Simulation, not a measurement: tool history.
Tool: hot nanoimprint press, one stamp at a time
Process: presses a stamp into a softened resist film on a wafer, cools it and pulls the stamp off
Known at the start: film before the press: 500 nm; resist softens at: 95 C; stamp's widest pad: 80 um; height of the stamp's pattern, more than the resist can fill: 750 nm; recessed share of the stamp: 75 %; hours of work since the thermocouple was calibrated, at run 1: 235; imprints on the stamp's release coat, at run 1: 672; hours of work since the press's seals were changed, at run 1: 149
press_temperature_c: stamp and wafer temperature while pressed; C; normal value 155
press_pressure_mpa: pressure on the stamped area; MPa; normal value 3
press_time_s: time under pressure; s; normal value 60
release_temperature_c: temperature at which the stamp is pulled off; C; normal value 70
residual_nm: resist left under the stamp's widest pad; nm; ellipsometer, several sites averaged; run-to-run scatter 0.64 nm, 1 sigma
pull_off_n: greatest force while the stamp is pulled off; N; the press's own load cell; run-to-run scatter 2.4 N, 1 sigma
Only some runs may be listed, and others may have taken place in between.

run    hour  press_temperature_c  press_pressure_mpa  press_time_s  release_temperature_c  hours of work since the thermocouple was calibrated  imprints on the stamp's release coat  hours of work since the press's seals were changed  residual_nm  pull_off_n
  1       0                  155                   3            60                     70                                                  235                                   672                                                 149        225.8         165
  2      30                  150                   3            60                     70                                                  255                                   763                                                 169        268.1         165
       58.1  -- stamp cleaned and given a new release coat
  3    83.9                  150                   3            60                     70                                                  287                                    78                                                 201        268.4         169
  4   125.1                  158                   3            60                     70                                                  314                                   203                                                 229        202.9         164
  5     161                  155                   3            60                     61                                                  338                                   311                                                 253        224.8         195
  6   207.4                  155                   3            60                     61                                                  369                                   452                                                 284        225.5         196
  7   240.5                  155                   3            60                     74                                                  392                                   551                                                 306        224.3         150
  8   275.3                  155                   3            60                     74                                                  415                                   656                                                 329        224.2         156
  9     302                  155                   3            60                     74                                                  433                                   737                                                 347        224.8         152
      339.2  -- stamp cleaned and given a new release coat
 10   340.5                  155                   3            60                     70                                                  455                                     4                                                 369        223.6         164
 11   388.7                  155                   3            60                     70                                                  487                                   150                                                 402        223.4         164
      399.5  -- plate thermocouple calibrated
 12   434.4                  155                   3            60                     70                                                   23                                   279                                                 430          225         168
 13   463.4                  155                   3            60                     70                                                   43                                   366                                                 449        224.4         166
 14   498.2                  155                   3            60                     70                                                   66                                   472                                                 473        224.8         164
 15   527.4                  155                   3            60                     70                                                   86                                   560                                                 492        224.1         168
 16     571                  152                3.81            53                     64                                                  115                                   692                                                 522        231.4         184
      582.7  -- press's hydraulic seals changed and the load cell set to zero
 17   614.3                  160                4.61            60                     71                                                  139                                   798                                                  21        149.6         164
        630  -- stamp cleaned and given a new release coat
 18   662.2                  160                3.02            39                     63                                                  167                                    98                                                  49          219         193
 19   709.1                  160                3.02            39                     63                                                  198                                   239                                                  81        220.4         195
 20   731.2                  155                4.27            60                     56                                                  213                                   306                                                  95        186.6         222
 21   755.6                  163                 2.9            67                     61                                                  229                                   380                                                 112        165.4         196
 22   797.8                  155                   3            60                     67                                                  257                                   507                                                 140        223.5         175
 23   835.3                  155                   3            60                     67                                                  283                                   621                                                 165        223.7         180
 24   868.8                  155                   3            60                     67                                                  305                                   722                                                 188        222.8         174
 25   894.1                  155                   3            60                     67                                                  322                                   798                                                 205          222         177
      912.9  -- stamp cleaned and given a new release coat
      920.9  -- gauge calibrated
 26   923.1                  148                   3            60                     66                                                  337                                    30                                                 220        286.9         180
 27   968.8                  159                3.39            60                     66                                                  368                                   169                                                 251        184.4         179
 28   999.8                  159                4.15            43                     65                                                  389                                   262                                                 271        187.8         191
 29  1042.9                  159                3.02            53                     65                                                  418                                   392                                                 300        204.9         187

Each row is a separate what-if for the run after 29, all from the same tool condition, not one after another. Results?
  A  1089.1                  150                3.85            94                     70                                                  449                                   532                                                 331            ?           ?
  B  1089.1                  149                3.31            33                     65                                                  449                                   532                                                 331            ?           ?
  C  1089.1                  154                3.57            60                     69                                                  449                                   532                                                 331            ?           ?
  D  1089.1                  144                3.28            60                     70                                                  449                                   532                                                 331            ?           ?
  E  1089.1                  155                2.21            60                     70                                                  449                                   532                                                 331            ?           ?

run  residual_nm  pull_off_n
  A        202.1         167
  B        316.8         187
  C        214.8         172
  D        314.3         167
  E        259.7         162
Had the tool no hidden state, the same runs would have come out as:
run  residual_nm  pull_off_n
  A        202.9         167
  B          318         187
  C        215.6         172
  D        315.5         167
  E        260.7         162
